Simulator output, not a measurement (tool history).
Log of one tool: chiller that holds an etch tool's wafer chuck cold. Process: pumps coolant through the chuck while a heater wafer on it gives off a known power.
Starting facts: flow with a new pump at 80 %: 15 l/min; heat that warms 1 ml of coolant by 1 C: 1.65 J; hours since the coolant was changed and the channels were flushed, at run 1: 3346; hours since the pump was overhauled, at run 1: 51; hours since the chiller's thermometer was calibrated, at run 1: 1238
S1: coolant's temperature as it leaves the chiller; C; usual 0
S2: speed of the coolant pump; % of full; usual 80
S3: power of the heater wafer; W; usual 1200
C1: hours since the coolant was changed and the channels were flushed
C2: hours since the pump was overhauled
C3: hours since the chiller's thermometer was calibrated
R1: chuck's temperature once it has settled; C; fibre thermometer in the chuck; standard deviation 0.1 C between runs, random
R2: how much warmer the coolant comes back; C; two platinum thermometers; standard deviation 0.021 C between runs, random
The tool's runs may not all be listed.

run   hour  S1  S2    S3    C1   C2    C3    R1    R2
  1      0   0  80  1200  3346   51  1238  10.1   2.9
  2   28.9   0  80  1200  3375   80  1267  10.2  2.94
  3   55.8   0  80  1200  3402  107  1294  10.3  2.92
  4   73.8   0  80  1200  3420  125  1312  10.1   2.9
  5  104.1   0  80  1200  3450  155  1342  10.2  2.95
  6  123.4   0  80   725  3469  174  1361   6.1  1.79
  7  141.9   0  80   725  3488  193  1380   6.3  1.77
  8  167.9   0  80   725  3514  219  1406   6.1  1.86
  9  205.5   0  80   725  3551  256  1443   6.3  1.84
 10  229.9   0  80   725  3576  281  1468   6.2  1.84
 11  264.8   0  80   725  3611  316  1503   6.1  1.87
 12  294.9   8  80  1200  3641  346  1533  18.2  3.01
 13  335.1  -3  67  1384  3681  386  1573  10.1  4.16
 14  367.5   8  80   837  3713  418  1605  15.2  2.14
 15  390.6  -4  80  1200  3737  442  1629   6.4  3.03
 16  411.1  -4  80  1200  3757  462  1649   6.5  3.03
 17  441.1  -7  88  1232  3787  492  1679   2.8  2.81
 18    481   4  72  1429  3827  532  1719  17.2  4.03
 19  507.6   4  72  1429  3853  558  1746  17.1  4.03
 20  526.2  -2  61  1745  3872  577  1764  15.4  5.84
 21  553.7  -2  78   922  3900  605  1792     6   2.5
 22  571.6  -9  61  1346  3918  622  1810   4.5  4.56
 23  596.9  -9  61  1346  3943  648  1835   4.4  4.59

Each run again, without the hidden state but with its own random variation kept:
The tool's hidden condition here consists of: heat passed by the chuck's channels, % of clean ones'; flow at a given pump speed, % of a new pump's; coolant's true temperature over the reading, C; drift of the gauge itself on chuck_c, C; drift of the gauge itself on warmer_back_c, C.
run    R2
  1   2.9
  2  2.93
  3  2.91
  4  2.88
  5  2.92
  6  1.75
  7  1.72
  8   1.8
  9  1.77
 10  1.77
 11  1.78
 12  2.92
 13  4.05
 14  2.02
 15   2.9
 16   2.9
 17  2.67
 18  3.88
 19  3.87
 20  5.67
 21  2.32
 22  4.38
 23   4.4
R1 without the hidden state stays within 0.1 C of what was measured, in all runs.

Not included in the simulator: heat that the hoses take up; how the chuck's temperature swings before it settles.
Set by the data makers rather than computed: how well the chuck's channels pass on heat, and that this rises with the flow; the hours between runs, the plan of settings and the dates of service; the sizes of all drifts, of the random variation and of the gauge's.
